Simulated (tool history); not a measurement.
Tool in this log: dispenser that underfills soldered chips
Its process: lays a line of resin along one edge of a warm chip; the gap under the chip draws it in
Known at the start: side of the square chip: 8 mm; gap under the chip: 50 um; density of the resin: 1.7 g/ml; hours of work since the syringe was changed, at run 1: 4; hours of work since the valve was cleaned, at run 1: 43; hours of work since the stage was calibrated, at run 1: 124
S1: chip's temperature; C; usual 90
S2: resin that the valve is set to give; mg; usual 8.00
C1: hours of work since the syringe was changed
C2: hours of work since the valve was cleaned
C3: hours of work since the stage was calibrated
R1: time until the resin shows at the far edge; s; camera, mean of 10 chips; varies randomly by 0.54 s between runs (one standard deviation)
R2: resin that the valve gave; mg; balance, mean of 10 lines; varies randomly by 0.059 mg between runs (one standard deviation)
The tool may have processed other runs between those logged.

run 1 hour=0.0 | S1=90 S2=8.00 | C1=4 C2=43 C3=124 | R1=52.4 R2=7.83
-- hour=4.4 new syringe of resin
run 2 hour=9.7 | S1=90 S2=8.00 | C1=4 C2=50 C3=131 | R1=53.6 R2=7.78
-- hour=12.9 new syringe of resin
run 3 hour=19.6 | S1=90 S2=8.00 | C1=5 C2=58 C3=139 | R1=56.2 R2=7.83
-- hour=21.4 new syringe of resin
run 4 hour=26.6 | S1=90 S2=8.00 | C1=4 C2=63 C3=144 | R1=52.8 R2=7.77
-- hour=30.4 new syringe of resin
run 5 hour=33.1 | S1=90 S2=8.00 | C1=2 C2=68 C3=149 | R1=48.4 R2=7.72
run 6 hour=38.5 | S1=90 S2=7.83 | C1=6 C2=73 C3=153 | R1=57.2 R2=7.51
-- hour=39.4 new syringe of resin
-- hour=48.2 new syringe of resin
run 7 hour=48.2 | S1=89 S2=8.00 | C1=0 C2=80 C3=161 | R1=45.7 R2=7.78
-- hour=56.9 new syringe of resin
run 8 hour=57.6 | S1=89 S2=8.00 | C1=1 C2=87 C3=168 | R1=46.0 R2=7.56
-- hour=65.8 new syringe of resin
run 9 hour=66.9 | S1=89 S2=8.00 | C1=1 C2=95 C3=175 | R1=46.5 R2=7.59
-- hour=74.7 new syringe of resin
run 10 hour=75.1 | S1=89 S2=8.00 | C1=0 C2=101 C3=181 | R1=46.5 R2=7.65
run 11 hour=81.0 | S1=89 S2=8.00 | C1=5 C2=106 C3=186 | R1=57.6 R2=7.58
-- hour=83.3 new syringe of resin
run 12 hour=89.5 | S1=89 S2=8.00 | C1=5 C2=112 C3=193 | R1=55.8 R2=7.46
-- hour=91.9 new syringe of resin
run 13 hour=95.0 | S1=89 S2=8.00 | C1=2 C2=116 C3=197 | R1=50.8 R2=7.47
run 14 hour=100.0 | S1=89 S2=8.00 | C1=6 C2=120 C3=201 | R1=61.1 R2=7.45
-- hour=101.0 new syringe of resin
run 15 hour=105.7 | S1=89 S2=9.83 | C1=4 C2=125 C3=205 | R1=53.8 R2=9.07
-- hour=109.7 new syringe of resin
run 16 hour=112.1 | S1=89 S2=9.83 | C1=2 C2=129 C3=210 | R1=48.4 R2=9.14
run 17 hour=117.2 | S1=89 S2=9.83 | C1=6 C2=134 C3=214 | R1=58.7 R2=8.99
-- hour=118.3 new syringe of resin
run 18 hour=122.1 | S1=96 S2=10.25 | C1=3 C2=137 C3=218 | R1=38.9 R2=9.43
-- hour=123.9 dispensing valve cleaned and set on the balance
-- hour=127.9 new syringe of resin
run 19 hour=128.1 | S1=98 S2=9.84 | C1=0 C2=3 C3=222 | R1=33.5 R2=9.93
run 20 hour=132.2 | S1=84 S2=8.86 | C1=3 C2=6 C3=225 | R1=61.8 R2=8.99
-- hour=137.0 new syringe of resin
run 21 hour=137.3 | S1=83 S2=8.62 | C1=0 C2=10 C3=229 | R1=53.2 R2=8.52
-- hour=145.5 new syringe of resin
run 22 hour=145.5 | S1=78 S2=9.44 | C1=0 C2=17 C3=235 | R1=62.7 R2=9.27
run 23 hour=152.3 | S1=78 S2=7.88 | C1=5 C2=22 C3=240 | R1=79.6 R2=7.81
-- hour=154.1 new syringe of resin
run 24 hour=159.5 | S1=78 S2=7.88 | C1=4 C2=28 C3=246 | R1=77.1 R2=7.79
-- hour=162.9 new syringe of resin
run 25 hour=163.8 | S1=80 S2=7.88 | C1=1 C2=31 C3=249 | R1=63.0 R2=7.76
run 26 hour=171.0 | S1=76 S2=9.64 | C1=6 C2=37 C3=255 | R1=90.4 R2=9.50
-- hour=172.2 new syringe of resin
run 27 hour=176.5 | S1=76 S2=7.89 | C1=3 C2=41 C3=259 | R1=81.9 R2=7.64
-- hour=180.7 new syringe of resin
run 28 hour=181.6 | S1=90 S2=9.78 | C1=1 C2=44 C3=263 | R1=44.0 R2=9.47
run 29 hour=188.0 | S1=88 S2=9.72 | C1=6 C2=50 C3=268 | R1=57.4 R2=9.58
-- hour=189.6 new syringe of resin
run 30 hour=196.3 | S1=88 S2=9.72 | C1=5 C2=56 C3=274 | R1=59.7 R2=9.47
-- hour=198.1 new syringe of resin
run 31 hour=203.6 | S1=88 S2=9.72 | C1=4 C2=62 C3=280 | R1=53.2 R2=9.37
-- hour=206.6 new syringe of resin
run 32 hour=209.4 | S1=86 S2=7.30 | C1=2 C2=66 C3=284 | R1=54.4 R2=7.03

Predict the results of run 33:
-- hour=215.5 new syringe of resin
run 33 hour=219.0 | S1=86 S2=7.30 | C1=3 C2=73 C3=292 | R1=? R2=?

Run 33 gave R1 56.4 s, R2 7.03 mg.
On a tool with no hidden condition, and with the same random variation, this run would have come out at R1 52.2 s, R2 7.30 mg.
